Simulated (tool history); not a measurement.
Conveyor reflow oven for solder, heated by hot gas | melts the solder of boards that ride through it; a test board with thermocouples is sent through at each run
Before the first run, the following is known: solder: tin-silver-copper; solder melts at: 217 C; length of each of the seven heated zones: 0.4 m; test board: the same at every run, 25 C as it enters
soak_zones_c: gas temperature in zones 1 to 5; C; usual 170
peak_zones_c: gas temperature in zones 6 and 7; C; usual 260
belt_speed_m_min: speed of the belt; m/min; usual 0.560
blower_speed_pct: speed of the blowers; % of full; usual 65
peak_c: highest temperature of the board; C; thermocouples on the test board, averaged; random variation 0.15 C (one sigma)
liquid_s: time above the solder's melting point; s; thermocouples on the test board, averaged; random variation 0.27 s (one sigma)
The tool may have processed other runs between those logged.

run   hour  soak_zones_c  peak_zones_c  belt_speed_m_min  blower_speed_pct  peak_c  liquid_s
  1    0.0           170           260             0.560                65   244.2      55.4
  2   10.8           170           260             0.641                65   239.3      42.3
  3   31.4           170           260             0.641                65   239.7      42.2
  4   42.9           170           260             0.560                65   244.2      55.8
  5   60.6           170           260             0.560                65   244.2      55.6
  6   76.8           170           260             0.560                65   244.1      55.7
  7   85.2           170           264             0.560                65   247.7      59.3
  8   97.4           170           264             0.560                65   247.7      58.8
  9  117.0           170           264             0.560                65   247.6      59.1
 10  132.0           183           260             0.560                65   246.6      64.3
 11  145.7           183           260             0.560                65   246.8      64.5
     158.3  -- flux residue cleaned out of gas plates and filters
 12  167.9           170           262             0.560                65   246.6      58.8
 13  179.3           170           262             0.560                65   246.8      58.7
 14  193.5           170           262             0.560                65   246.6      58.9
 15  206.2           170           260             0.560                85   250.3      64.3
 16  225.9           170           264             0.560                65   248.6      60.6
 17  238.7           166           264             0.560                54   243.2      51.9
 18  253.8           165           264             0.558                54   243.3      51.1
 19  267.6           173           264             0.460                68   255.7      84.0
 20  280.8           173           272             0.460                76   264.8      91.2
 21  301.7           180           260             0.560                75   249.4      66.4
 22  317.8           180           260             0.560                75   249.2      66.9
 23  338.3           156           274             0.526                52   251.4      60.4
 24  353.2           177           274             0.557                69   260.1      73.1
 25  365.8           177           274             0.557                69   259.5      72.9
 26  383.8           184           274             0.573                53   254.5      68.4
     389.9  -- thermocouples of zones 6 and 7 changed
 27  405.6           184           274             0.573                53   253.0      67.3

Some steps in peak_c between neighbouring runs. How much of each would the tool show without its hidden state too (settings, what came in, random variation), and how much is left for the hidden state, with any gauge scatter that isn't in both results?
Hidden state present: heat that the gas passes to the board, % of a clean oven's; belt's true speed, % of the reading; true gas temperature in zones 6 and 7 over the reading, C; drift of the gauge itself on peak_c, C; drift of the gauge itself on liquid_s, %.
Run 11 -> 12: soak_zones_c 183 -> 170, peak_zones_c 260 -> 262, flux residue cleaned out of gas plates and filters. peak_c -0.2 C: hidden state +1.0, all else -1.2.
Run 18 -> 19: soak_zones_c 165 -> 173, belt_speed_m_min 0.558 -> 0.460, blower_speed_pct 54 -> 68. peak_c +12.4 C: hidden state -0.1, all else +12.5.
Run 20 -> 21: soak_zones_c 173 -> 180, peak_zones_c 272 -> 260, belt_speed_m_min 0.460 -> 0.560, blower_speed_pct 76 -> 75. peak_c -15.4 C: hidden state -0.1, all else -15.3.
Run 26 -> 27: thermocouples of zones 6 and 7 changed. peak_c -1.5 C: hidden state -1.4, all else -0.1.
